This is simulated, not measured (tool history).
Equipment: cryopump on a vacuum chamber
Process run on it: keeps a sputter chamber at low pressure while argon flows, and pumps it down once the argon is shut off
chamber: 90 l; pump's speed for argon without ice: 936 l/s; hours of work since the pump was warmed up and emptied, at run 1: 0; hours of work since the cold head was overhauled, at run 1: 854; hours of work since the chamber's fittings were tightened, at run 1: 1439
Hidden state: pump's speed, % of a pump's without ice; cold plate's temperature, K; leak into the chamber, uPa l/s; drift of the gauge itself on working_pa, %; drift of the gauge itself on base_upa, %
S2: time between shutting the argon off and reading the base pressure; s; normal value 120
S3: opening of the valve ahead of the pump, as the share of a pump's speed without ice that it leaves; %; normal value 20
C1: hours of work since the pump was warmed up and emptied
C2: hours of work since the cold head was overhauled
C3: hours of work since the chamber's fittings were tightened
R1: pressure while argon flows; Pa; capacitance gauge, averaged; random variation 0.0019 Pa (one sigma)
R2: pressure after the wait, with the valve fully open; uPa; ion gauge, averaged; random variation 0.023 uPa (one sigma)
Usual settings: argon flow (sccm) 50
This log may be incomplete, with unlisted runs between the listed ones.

Run 1, hour 0: usual settings; C1 0; C2 854; C3 1439. Result: R1 0.4506 Pa, R2 3.77 uPa.
Run 2, hour 54.6: usual settings; C1 46; C2 900; C3 1485. Result: R1 0.4574 Pa, R2 3.84 uPa.
Run 3, hour 106.6: usual settings; C1 90; C2 943; C3 1528. Result: R1 0.452 Pa, R2 4.05 uPa.
Run 4, hour 193.9: usual settings; C1 163; C2 1017; C3 1602. Result: R1 0.4556 Pa, R2 4.24 uPa.
Run 5, hour 269.1: usual settings; C1 226; C2 1080; C3 1665. Result: R1 0.4624 Pa, R2 4.54 uPa.
Run 6, hour 324.8: usual settings; C1 273; C2 1127; C3 1712. Result: R1 0.4645 Pa, R2 4.67 uPa.
Run 7, hour 415.5: usual settings; C1 350; C2 1203; C3 1788. Result: R1 0.4623 Pa, R2 4.91 uPa.
Run 8, hour 514.6: usual settings but argon flow (sccm) 76; C1 433; C2 1287; C3 1872. Result: R1 0.713 Pa, R2 5.5 uPa.
Run 9, hour 614.2: usual settings but argon flow (sccm) 76; C1 517; C2 1370; C3 1955. Result: R1 0.7154 Pa, R2 5.75 uPa.
Run 10, hour 681.7: usual settings but argon flow (sccm) 76; C1 573; C2 1427; C3 2012. Result: R1 0.722 Pa, R2 5.96 uPa.
At hour 721.4: leaking fittings of the chamber tightened, without venting.
Run 11, hour 763.6: usual settings but argon flow (sccm) 76; C1 641; C2 1494; C3 36. Result: R1 0.7309 Pa, R2 0.95 uPa.
Run 12, hour 848.6: usual settings but argon flow (sccm) 76; C1 712; C2 1566; C3 107. Result: R1 0.7365 Pa, R2 1.11 uPa.
Run 13, hour 932.9: usual settings but argon flow (sccm) 76; C1 783; C2 1637; C3 178. Result: R1 0.7429 Pa, R2 1.25 uPa.
At hour 996.5: pump warmed up, emptied and cooled again.
Run 14, hour 996.9: usual settings; C1 0; C2 1686; C3 228. Result: R1 0.455 Pa, R2 1.19 uPa.
Run 15, hour 1079.1: usual settings but S2 83 s; C1 69; C2 1756; C3 297. Result: R1 0.4557 Pa, R2 1.49 uPa.
Run 16, hour 1128.6: usual settings; C1 111; C2 1797; C3 338. Result: R1 0.4564 Pa, R2 1.41 uPa.
Run 17, hour 1175.4: usual settings but argon flow (sccm) 64; C1 150; C2 1837; C3 378. Result: R1 0.5867 Pa, R2 1.49 uPa.
Run 18, hour 1271.9: usual settings but S2 43 s, S3 33 %; C1 232; C2 1918; C3 459. Result: R1 0.2818 Pa, R2 2.49 uPa.
Run 19, hour 1347.9: usual settings but argon flow (sccm) 42, S2 44 s, S3 33 %; C1 296; C2 1982; C3 523. Result: R1 0.2379 Pa, R2 2.65 uPa.
Run 20, hour 1432.2: usual settings but argon flow (sccm) 42, S2 44 s, S3 33 %; C1 366; C2 2053; C3 594. Result: R1 0.2405 Pa, R2 2.88 uPa.
Run 21, hour 1521.2: usual settings but S3 23 %; C1 441; C2 2127; C3 669. Result: R1 0.4054 Pa, R2 2.31 uPa.
Run 22, hour 1563.5: usual settings but S3 23 %; C1 477; C2 2163; C3 704. Result: R1 0.4125 Pa, R2 2.41 uPa.
Run 23, hour 1643.7: usual settings but argon flow (sccm) 28, S2 74 s; C1 544; C2 2231; C3 772. Result: R1 0.2643 Pa, R2 2.9 uPa.
Run 24, hour 1693.7: usual settings but argon flow (sccm) 64; C1 587; C2 2273; C3 814. Result: R1 0.6118 Pa, R2 2.74 uPa.
Run 25, hour 1750.9: usual settings but argon flow (sccm) 41, S2 64 s; C1 635; C2 2321; C3 862. Result: R1 0.3937 Pa, R2 3.29 uPa.
Run 26, hour 1806.5: usual settings but argon flow (sccm) 31, S2 224 s, S3 21 %; C1 681; C2 2367; C3 909. Result: R1 0.2851 Pa, R2 3.01 uPa.
Run 27, hour 1903.2: usual settings but argon flow (sccm) 37, S2 74 s, S3 24 %; C1 763; C2 2449; C3 990. Result: R1 0.3048 Pa, R2 3.55 uPa.
Run 28, hour 1949.8: usual settings but argon flow (sccm) 62, S2 286 s, S3 16 %; C1 802; C2 2488; C3 1029. Result: R1 0.7389 Pa, R2 3.26 uPa.
At hour 1992.9: pump warmed up, emptied and cooled again.
Run 29, hour 2039.4: usual settings but argon flow (sccm) 39, S2 145 s, S3 44 %; C1 39; C2 2559; C3 1100. Result: R1 0.1637 Pa, R2 2.8 uPa.
Run 30, hour 2140: usual settings but argon flow (sccm) 20, S2 135 s, S3 44 %; C1 124; C2 2644; C3 1185. Result: R1 0.0846 Pa, R2 3.04 uPa.
Run 31, hour 2211: usual settings but argon flow (sccm) 25, S2 121 s; C1 183; C2 2704; C3 1245. Result: R1 0.2302 Pa, R2 3.33 uPa.
Run 32, hour 2305.9: usual settings but argon flow (sccm) 25, S2 121 s; C1 263; C2 2783; C3 1325. Result: R1 0.2309 Pa, R2 3.54 uPa.
Run 33, hour 2397.6: usual settings but argon flow (sccm) 25, S2 121 s; C1 340; C2 2861; C3 1402. Result: R1 0.2312 Pa, R2 3.69 uPa.
Run 34, hour 2462.1: usual settings but argon flow (sccm) 47, S2 218 s, S3 17 %; C1 395; C2 2915; C3 1456. Result: R1 0.5173 Pa, R2 3.82 uPa.

Forecast each of these 3 alternatives for the next run:
Run A, hour 2546.8: usual settings but S2 33 s, S3 56 %; C1 466; C2 2986; C3 1527. Result: R1 ?, R2 ?.
Run B, hour 2546.8: usual settings but argon flow (sccm) 46, S2 150 s, S3 19 %; C1 466; C2 2986; C3 1527. Result: R1 ?, R2 ?.
Run C, hour 2546.8: usual settings but argon flow (sccm) 87, S2 198 s, S3 16 %; C1 466; C2 2986; C3 1527. Result: R1 ?, R2 ?.

run      R1    R2
  A  0.1797  5.36
  B  0.4545  4.12
  C  1.0098  4.18
The same runs, with their run-to-run variation unchanged, on a tool lacking any hidden condition would have given:
run      R1    R2
  A   0.162  1.84
  B  0.4382  0.64
  C   0.979  0.58

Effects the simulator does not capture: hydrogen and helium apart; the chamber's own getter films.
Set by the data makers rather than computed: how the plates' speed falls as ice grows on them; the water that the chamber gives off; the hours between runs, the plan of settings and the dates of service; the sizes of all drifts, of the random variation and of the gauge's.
